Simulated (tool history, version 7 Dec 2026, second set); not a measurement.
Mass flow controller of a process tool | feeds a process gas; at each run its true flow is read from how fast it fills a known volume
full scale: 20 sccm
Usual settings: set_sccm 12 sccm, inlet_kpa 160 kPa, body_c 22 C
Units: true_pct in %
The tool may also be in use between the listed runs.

run     day  set_sccm  inlet_kpa  body_c  true_pct
  1       0        12        160      22     99.67
  2   2.617        12        160      22     99.49
  3   5.429        12        160      22     99.48
  4   7.029        12        160      22     99.22
  5   8.829        12        160      22     99.26
  6  10.392         3        160      22     98.85
  7  12.925        12        240      22     99.54
  8  15.496        12        240      22     99.46
  9  18.517        12        219      22     99.31
 10  20.417        12        160      22     98.75
 11   23.65        12        160      22     98.64
 12   26.85        12        160      22      98.6
 13   29.55        12        160      22     98.43
 14  32.483         6        160      22     98.03
 15  34.071         6        160      22     98.07
 16  37.188         6        160      22     97.87
 17  39.812         4        160      34     97.43
 18  41.925         4        209      29     97.75
 19  45.275        12        160      21     97.82
 20    48.8         9        270      21     98.26
     51.917  -- gauge calibrated
 21  52.275         3        246      23      99.9
 22  54.388         3        155      23     99.17
 23  55.962         3        155      23     99.07
 24    59.5        12        223      22     99.72
 25   61.75        12        223      22     99.63
 26  65.025        16        193      36     99.02

Forecast each of these 4 alternatives for the next run:
  A  68.004         8        152      32         ?
  B  68.004        20        232      24         ?
  C  68.004         4        248      26         ?
  D  68.004        12        250      30         ?

run  true_pct
  A     98.51
  B     99.57
  C     99.17
  D     99.33
Without the tool's hidden state the same runs would have given:
run  true_pct
  A     99.16
  B    100.23
  C     99.82
  D     99.99

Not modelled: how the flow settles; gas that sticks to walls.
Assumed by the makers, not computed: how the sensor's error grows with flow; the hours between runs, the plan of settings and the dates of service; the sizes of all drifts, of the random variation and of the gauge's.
